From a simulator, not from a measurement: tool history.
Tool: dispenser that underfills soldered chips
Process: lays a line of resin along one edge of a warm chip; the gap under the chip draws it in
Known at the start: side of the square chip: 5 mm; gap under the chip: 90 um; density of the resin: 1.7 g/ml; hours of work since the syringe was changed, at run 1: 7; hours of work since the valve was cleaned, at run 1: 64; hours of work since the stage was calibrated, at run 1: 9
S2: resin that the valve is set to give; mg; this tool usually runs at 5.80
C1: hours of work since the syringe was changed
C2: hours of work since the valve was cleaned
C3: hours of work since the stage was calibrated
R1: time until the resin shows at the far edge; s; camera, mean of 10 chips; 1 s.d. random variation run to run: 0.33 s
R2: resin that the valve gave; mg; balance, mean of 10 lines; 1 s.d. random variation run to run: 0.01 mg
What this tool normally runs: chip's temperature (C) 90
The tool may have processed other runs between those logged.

run 1 hour=0.0 | chip's_temperature_(C)=90 S2=5.80 | C1=7 C2=64 C3=9 | R1=20.4 R2=5.67
run 2 hour=4.5 | chip's_temperature_(C)=90 S2=5.30 | C1=10 C2=67 C3=12 | R1=26.2 R2=5.17
-- hour=7.6 new syringe of resin
run 3 hour=9.8 | chip's_temperature_(C)=90 S2=5.80 | C1=2 C2=70 C3=16 | R1=13.8 R2=5.65
run 4 hour=14.6 | chip's_temperature_(C)=90 S2=5.80 | C1=5 C2=74 C3=19 | R1=18.8 R2=5.67
run 5 hour=19.6 | chip's_temperature_(C)=99 S2=5.80 | C1=9 C2=77 C3=23 | R1=16.6 R2=5.62
run 6 hour=22.5 | chip's_temperature_(C)=91 S2=5.80 | C1=11 C2=79 C3=25 | R1=25.2 R2=5.63
-- hour=24.6 new syringe of resin
run 7 hour=25.0 | chip's_temperature_(C)=90 S2=7.07 | C1=0 C2=81 C3=26 | R1=12.7 R2=6.87
-- hour=28.5 dispensing valve cleaned and set on the balance
run 8 hour=28.8 | chip's_temperature_(C)=90 S2=5.80 | C1=2 C2=0 C3=28 | R1=14.3 R2=5.79
run 9 hour=34.0 | chip's_temperature_(C)=95 S2=5.33 | C1=6 C2=4 C3=32 | R1=15.8 R2=5.33
run 10 hour=38.4 | chip's_temperature_(C)=95 S2=5.33 | C1=9 C2=7 C3=35 | R1=19.9 R2=5.31
run 11 hour=41.8 | chip's_temperature_(C)=76 S2=6.65 | C1=11 C2=9 C3=37 | R1=46.0 R2=6.63
-- hour=42.6 new syringe of resin
run 12 hour=46.4 | chip's_temperature_(C)=86 S2=5.82 | C1=3 C2=12 C3=40 | R1=17.9 R2=5.79
run 13 hour=50.8 | chip's_temperature_(C)=81 S2=6.47 | C1=6 C2=16 C3=44 | R1=25.8 R2=6.43
run 14 hour=53.4 | chip's_temperature_(C)=92 S2=5.46 | C1=8 C2=17 C3=45 | R1=20.5 R2=5.43
run 15 hour=57.8 | chip's_temperature_(C)=81 S2=7.06 | C1=11 C2=21 C3=49 | R1=36.4 R2=6.98

Below, each run's measurement less what the same run would have read without the hidden state. Both values contain the same run-to-run variation, but the gauge's scatter may not be the same in both:
Hidden conditions of the tool in this case: resin's viscosity, % of fresh resin's; dose that the valve gives, % of what is set; true chip temperature over the reading, C; drift of the gauge itself on fill_s, %; drift of the gauge itself on given_mg, %.
run=1 R1=+7.7 R2=-0.13
run=2 R1=+13.1 R2=-0.12
run=3 R1=+1.6 R2=-0.14
run=4 R1=+5.6 R2=-0.15
run=5 R1=+7.8 R2=-0.16
run=6 R1=+13.5 R2=-0.16
run=7 R1=+0.3 R2=-0.20
run=8 R1=+2.1 R2=+0.00
run=9 R1=+5.5 R2=-0.01
run=10 R1=+9.4 R2=-0.01
run=11 R1=+25.4 R2=-0.03
run=12 R1=+2.9 R2=-0.02
run=13 R1=+8.4 R2=-0.04
run=14 R1=+8.4 R2=-0.04
run=15 R1=+19.2 R2=-0.06
